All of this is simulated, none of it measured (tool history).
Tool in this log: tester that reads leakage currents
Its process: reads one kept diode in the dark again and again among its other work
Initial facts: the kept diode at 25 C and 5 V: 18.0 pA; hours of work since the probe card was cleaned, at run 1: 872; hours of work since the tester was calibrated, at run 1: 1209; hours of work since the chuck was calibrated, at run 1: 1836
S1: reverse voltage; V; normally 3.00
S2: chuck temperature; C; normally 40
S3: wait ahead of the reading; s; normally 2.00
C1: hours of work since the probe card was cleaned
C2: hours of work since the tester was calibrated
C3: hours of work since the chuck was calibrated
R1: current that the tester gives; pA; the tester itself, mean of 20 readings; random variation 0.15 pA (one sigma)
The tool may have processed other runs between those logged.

run 1 hour=0.0 | S1=3.00 S2=40 S3=2.00 | C1=872 C2=1209 C3=1836 | R1=48.39
run 2 hour=51.5 | S1=3.00 S2=40 S3=2.00 | C1=899 C2=1236 C3=1863 | R1=48.33
run 3 hour=104.1 | S1=3.00 S2=40 S3=2.00 | C1=926 C2=1264 C3=1890 | R1=48.53
run 4 hour=132.0 | S1=3.00 S2=40 S3=2.00 | C1=940 C2=1278 C3=1904 | R1=48.68
run 5 hour=188.3 | S1=3.00 S2=40 S3=2.00 | C1=970 C2=1307 C3=1934 | R1=48.47
run 6 hour=213.9 | S1=3.00 S2=40 S3=2.00 | C1=983 C2=1321 C3=1947 | R1=48.67
run 7 hour=258.5 | S1=3.00 S2=40 S3=0.46 | C1=1006 C2=1344 C3=1970 | R1=49.58
run 8 hour=290.9 | S1=3.00 S2=40 S3=2.00 | C1=1023 C2=1361 C3=1987 | R1=48.41
run 9 hour=338.7 | S1=3.00 S2=40 S3=1.00 | C1=1048 C2=1385 C3=2012 | R1=48.92
run 10 hour=373.2 | S1=3.00 S2=40 S3=1.00 | C1=1066 C2=1403 C3=2030 | R1=48.78
run 11 hour=403.5 | S1=3.00 S2=40 S3=1.00 | C1=1081 C2=1419 C3=2045 | R1=48.96
run 12 hour=453.6 | S1=3.00 S2=40 S3=1.00 | C1=1108 C2=1445 C3=2071 | R1=48.94
run 13 hour=496.2 | S1=3.00 S2=40 S3=1.00 | C1=1130 C2=1467 C3=2094 | R1=48.77
run 14 hour=533.4 | S1=3.88 S2=40 S3=2.00 | C1=1149 C2=1487 C3=2113 | R1=53.79
run 15 hour=588.6 | S1=3.88 S2=40 S3=2.00 | C1=1178 C2=1515 C3=2142 | R1=53.97
run 16 hour=613.6 | S1=3.88 S2=40 S3=2.00 | C1=1191 C2=1528 C3=2155 | R1=54.03
run 17 hour=657.6 | S1=3.88 S2=40 S3=2.00 | C1=1214 C2=1551 C3=2177 | R1=53.64
run 18 hour=686.7 | S1=3.88 S2=40 S3=2.00 | C1=1229 C2=1566 C3=2193 | R1=53.84
run 19 hour=739.5 | S1=3.00 S2=40 S3=0.98 | C1=1256 C2=1594 C3=2220 | R1=48.91
run 20 hour=770.6 | S1=3.00 S2=40 S3=0.98 | C1=1272 C2=1610 C3=2236 | R1=48.62
run 21 hour=802.1 | S1=3.51 S2=29 S3=2.00 | C1=1289 C2=1626 C3=2252 | R1=22.21
run 22 hour=836.5 | S1=3.51 S2=29 S3=2.00 | C1=1306 C2=1644 C3=2270 | R1=22.24
run 23 hour=883.9 | S1=2.08 S2=28 S3=2.00 | C1=1331 C2=1669 C3=2295 | R1=16.41
run 24 hour=923.0 | S1=4.20 S2=40 S3=2.00 | C1=1351 C2=1689 C3=2315 | R1=55.72
run 25 hour=966.9 | S1=1.29 S2=52 S3=0.57 | C1=1374 C2=1712 C3=2338 | R1=82.33
run 26 hour=1024.2 | S1=1.23 S2=32 S3=4.84 | C1=1404 C2=1742 C3=2368 | R1=18.13
run 27 hour=1073.0 | S1=1.23 S2=32 S3=4.84 | C1=1429 C2=1767 C3=2393 | R1=18.07
run 28 hour=1108.9 | S1=3.00 S2=42 S3=8.97 | C1=1448 C2=1786 C3=2412 | R1=55.87
run 29 hour=1155.5 | S1=3.00 S2=59 S3=1.06 | C1=1472 C2=1810 C3=2436 | R1=188.27
-- hour=1208.5 chuck's temperature calibrated
run 30 hour=1215.0 | S1=3.00 S2=59 S3=0.57 | C1=1502 C2=1840 C3=3 | R1=188.33
run 31 hour=1261.7 | S1=6.67 S2=59 S3=0.71 | C1=1526 C2=1864 C3=28 | R1=260.17
run 32 hour=1306.5 | S1=6.67 S2=59 S3=0.71 | C1=1550 C2=1887 C3=51 | R1=260.46
run 33 hour=1333.1 | S1=6.67 S2=59 S3=0.71 | C1=1563 C2=1901 C3=65 | R1=260.00
run 34 hour=1365.8 | S1=1.44 S2=57 S3=1.63 | C1=1580 C2=1918 C3=82 | R1=121.76
run 35 hour=1409.6 | S1=1.01 S2=25 S3=1.63 | C1=1603 C2=1941 C3=104 | R1=9.51
run 36 hour=1453.2 | S1=1.03 S2=40 S3=0.83 | C1=1626 C2=1963 C3=127 | R1=31.58
run 37 hour=1497.3 | S1=1.03 S2=40 S3=0.83 | C1=1649 C2=1986 C3=150 | R1=31.52
run 38 hour=1551.6 | S1=1.03 S2=40 S3=0.83 | C1=1677 C2=2014 C3=178 | R1=31.53
run 39 hour=1608.4 | S1=1.88 S2=57 S3=3.52 | C1=1706 C2=2044 C3=208 | R1=135.35

Predict each of these 5 candidate next runs independently; none follows another, all start after run 39:
run A hour=1632.9 | S1=1.88 S2=57 S3=9.36 | C1=1719 C2=2057 C3=220 | R1=?
run B hour=1632.9 | S1=13.83 S2=57 S3=3.52 | C1=1719 C2=2057 C3=220 | R1=?
run C hour=1632.9 | S1=1.88 S2=48 S3=3.52 | C1=1719 C2=2057 C3=220 | R1=?
run D hour=1632.9 | S1=6.84 S2=31 S3=3.52 | C1=1719 C2=2057 C3=220 | R1=?
run E hour=1632.9 | S1=2.48 S2=40 S3=5.67 | C1=1719 C2=2057 C3=220 | R1=?

run=A R1=135.61
run=B R1=303.70
run=C R1=72.30
run=D R1=33.95
run=E R1=44.74
Without the tool's hidden state the same runs would have given:
run=A R1=135.61
run=B R1=303.66
run=C R1=72.29
run=D R1=33.93
run=E R1=44.73
